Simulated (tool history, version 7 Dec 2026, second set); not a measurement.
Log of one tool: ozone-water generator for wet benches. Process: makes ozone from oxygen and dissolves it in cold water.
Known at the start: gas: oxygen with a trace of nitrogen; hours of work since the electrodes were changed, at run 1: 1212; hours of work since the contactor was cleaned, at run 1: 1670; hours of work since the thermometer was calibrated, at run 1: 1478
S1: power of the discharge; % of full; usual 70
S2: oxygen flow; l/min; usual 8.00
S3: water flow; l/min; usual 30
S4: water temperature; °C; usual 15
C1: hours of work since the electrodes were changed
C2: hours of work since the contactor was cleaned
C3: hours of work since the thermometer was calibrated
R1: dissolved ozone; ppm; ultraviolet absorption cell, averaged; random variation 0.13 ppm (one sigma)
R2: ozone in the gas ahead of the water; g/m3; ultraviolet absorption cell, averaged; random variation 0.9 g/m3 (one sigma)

Run 1, hour 0.0: usual settings; C1 1212; C2 1670; C3 1478. Result: R1 12.7 ppm, R2 140.8 g/m3.
Run 2, hour 50.6: usual settings; C1 1253; C2 1711; C3 1518. Result: R1 12.6 ppm, R2 139.6 g/m3.
Run 3, hour 94.1: usual settings; C1 1288; C2 1746; C3 1554. Result: R1 12.6 ppm, R2 139.2 g/m3.
Run 4, hour 123.2: usual settings but S1 62 % of full; C1 1311; C2 1770; C3 1577. Result: R1 11.5 ppm, R2 128.8 g/m3.
Run 5, hour 181.2: usual settings but S1 62 % of full; C1 1358; C2 1817; C3 1624. Result: R1 11.5 ppm, R2 128.2 g/m3.
Run 6, hour 234.0: usual settings but S1 62 % of full; C1 1401; C2 1859; C3 1667. Result: R1 11.5 ppm, R2 126.7 g/m3.
Run 7, hour 263.5: usual settings but S1 62 % of full; C1 1425; C2 1883; C3 1691. Result: R1 11.3 ppm, R2 125.8 g/m3.
Run 8, hour 297.4: usual settings but S1 62 % of full; C1 1452; C2 1911; C3 1718. Result: R1 11.5 ppm, R2 125.9 g/m3.
Run 9, hour 335.1: usual settings but S3 38 l/min; C1 1483; C2 1941; C3 1749. Result: R1 10.2 ppm, R2 137.7 g/m3.
Run 10, hour 393.6: usual settings but S3 38 l/min; C1 1530; C2 1988; C3 1796. Result: R1 10.3 ppm, R2 136.4 g/m3.
Run 11, hour 451.1: usual settings but S3 38 l/min; C1 1577; C2 2035; C3 1842. Result: R1 10.1 ppm, R2 136.2 g/m3.
Run 12, hour 503.1: usual settings but S4 8 °C; C1 1619; C2 2077; C3 1884. Result: R1 13.2 ppm, R2 136.5 g/m3.
Run 13, hour 557.0: usual settings but S4 8 °C; C1 1662; C2 2120; C3 1928. Result: R1 13.3 ppm, R2 135.5 g/m3.
Run 14, hour 583.2: usual settings but S4 8 °C; C1 1683; C2 2142; C3 1949. Result: R1 13.2 ppm, R2 136.3 g/m3.
Run 15, hour 624.1: usual settings but S4 8 °C; C1 1717; C2 2175; C3 1982. Result: R1 13.4 ppm, R2 133.9 g/m3.
Run 16, hour 676.6: usual settings but S4 8 °C; C1 1759; C2 2217; C3 2025. Result: R1 13.1 ppm, R2 135.3 g/m3.
Run 17, hour 734.1: usual settings but S4 8 °C; C1 1805; C2 2264; C3 2071. Result: R1 13.1 ppm, R2 134.3 g/m3.
Run 18, hour 757.8: usual settings but S4 8 °C; C1 1825; C2 2283; C3 2090. Result: R1 13.1 ppm, R2 133.8 g/m3.
Run 19, hour 814.2: usual settings but S4 8 °C; C1 1870; C2 2328; C3 2136. Result: R1 12.9 ppm, R2 133.8 g/m3.
Run 20, hour 872.7: usual settings but S1 40 % of full, S4 8 °C; C1 1917; C2 2376; C3 2183. Result: R1 9.2 ppm, R2 93.0 g/m3.
Run 21, hour 898.0: usual settings but S1 51 % of full, S2 6.16 l/min, S3 33 l/min, S4 9 °C; C1 1938; C2 2396; C3 2204. Result: R1 9.8 ppm, R2 127.1 g/m3.
Run 22, hour 943.1: usual settings but S1 79 % of full, S2 6.44 l/min, S4 21 °C; C1 1974; C2 2433; C3 2240. Result: R1 11.7 ppm, R2 162.9 g/m3.
At hour 947.6: water thermometer calibrated.
Run 23, hour 994.1: usual settings but S1 93 % of full, S2 6.46 l/min, S4 11 °C; C1 2015; C2 2473; C3 38. Result: R1 14.6 ppm, R2 181.5 g/m3.
Run 24, hour 1044.6: usual settings but S2 5.28 l/min, S3 23 l/min, S4 9 °C; C1 2056; C2 2514; C3 78. Result: R1 15.6 ppm, R2 170.9 g/m3.
At hour 1071.6: water thermometer calibrated, once more.
At hour 1095.3: contactor cleaned.
Run 25, hour 1095.3: usual settings but S1 69 % of full, S2 5.28 l/min, S3 23 l/min, S4 9 °C; C1 2093; C2 0; C3 16. Result: R1 16.7 ppm, R2 167.8 g/m3.
Run 26, hour 1140.4: usual settings but S1 69 % of full, S2 5.54 l/min, S3 23 l/min, S4 22 °C; C1 2130; C2 36; C3 52. Result: R1 14.3 ppm, R2 163.9 g/m3.
Run 27, hour 1189.3: usual settings but S1 69 % of full, S2 11.82 l/min, S3 23 l/min, S4 22 °C; C1 2169; C2 76; C3 92. Result: R1 12.5 ppm, R2 103.5 g/m3.
Run 28, hour 1226.8: usual settings but S1 66 % of full, S2 10.61 l/min, S3 46 l/min, S4 23 °C; C1 2200; C2 106; C3 122. Result: R1 7.8 ppm, R2 107.9 g/m3.

Run 29 comes next. What will it give?
Run 29, hour 1250.9: usual settings but S1 43 % of full, S4 10 °C; C1 2219; C2 126; C3 142. Result: R1 ?, R2 ?.

{"run 29": {"R1": 9.7, "R2": 99.3}}
Without the tool's hidden state the same run would have given R1 10.7 ppm, R2 108.2 g/m3.

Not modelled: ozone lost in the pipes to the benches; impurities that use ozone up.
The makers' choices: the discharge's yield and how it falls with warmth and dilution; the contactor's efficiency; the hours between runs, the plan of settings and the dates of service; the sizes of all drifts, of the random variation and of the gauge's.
